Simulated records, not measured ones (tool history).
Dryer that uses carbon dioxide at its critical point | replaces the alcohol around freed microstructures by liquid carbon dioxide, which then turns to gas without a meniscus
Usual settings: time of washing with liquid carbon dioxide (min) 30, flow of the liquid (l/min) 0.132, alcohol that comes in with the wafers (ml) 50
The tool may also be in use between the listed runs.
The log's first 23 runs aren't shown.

| run | hour | time of washing with liquid carbon dioxide (min) | flow of the liquid (l/min) | alcohol that comes in with the wafers (ml) | hours of work since the filter was changed | hours of work since the purifier's bed was changed | alcohol left in the vessel before it's heated (ppm by volume) |
|---|---|---|---|---|---|---|---|
| 24 | 203.4 | 30 | 0.132 | 58 | 354 | 269 | 554 |
| 25 | 213.0 | 18 | 0.187 | 60 | 359 | 274 | 1201 |
| 26 | 219.5 | 20 | 0.112 | 51 | 362 | 278 | 4780 |
| 27 | 226.8 | 30 | 0.080 | 94 | 366 | 282 | 7390 |
| 28 | 232.9 | 21 | 0.193 | 42 | 369 | 285 | 355 |
| 29 | 239.6 | 23 | 0.095 | 20 | 373 | 289 | 2152 |
| 30 | 245.6 | 20 | 0.167 | 45 | 376 | 292 | 976 |
| 31 | 253.6 | 19 | 0.099 | 45 | 380 | 296 | 7167 |
| 32 | 264.4 | 19 | 0.099 | 45 | 386 | 302 | 6847 |
| 33 | 275.9 | 19 | 0.095 | 39 | 392 | 308 | 6811 |
| 34 | 281.2 | 19 | 0.095 | 39 | 395 | 311 | 6963 |
| 35 | 292.3 | 19 | 0.095 | 86 | 401 | 317 | 15304 |
| 36 | 298.1 | 32 | 0.122 | 56 | 404 | 320 | 637 |
| 37 | 308.3 | 23 | 0.079 | 54 | 410 | 325 | 9549 |
| 38 | 318.4 | 23 | 0.079 | 54 | 415 | 331 | 9683 |
| 39 | 329.3 | 23 | 0.143 | 22 | 421 | 336 | 575 |
| 40 | 335.8 | 30 | 0.198 | 50 | 424 | 340 | 102 |
| 41 | 343.3 | 28 | 0.132 | 50 | 428 | 344 | 780 |

The next listed run, before its measurement:
| 42 | 351.5 | 38 | 0.189 | 32 | 433 | 348 | ? |

{"run 42": {"alcohol left in the vessel before it's heated (ppm by volume)": 67}}
Without the tool's hidden state the same run would have given alcohol left in the vessel before it's heated (ppm by volume) 3.
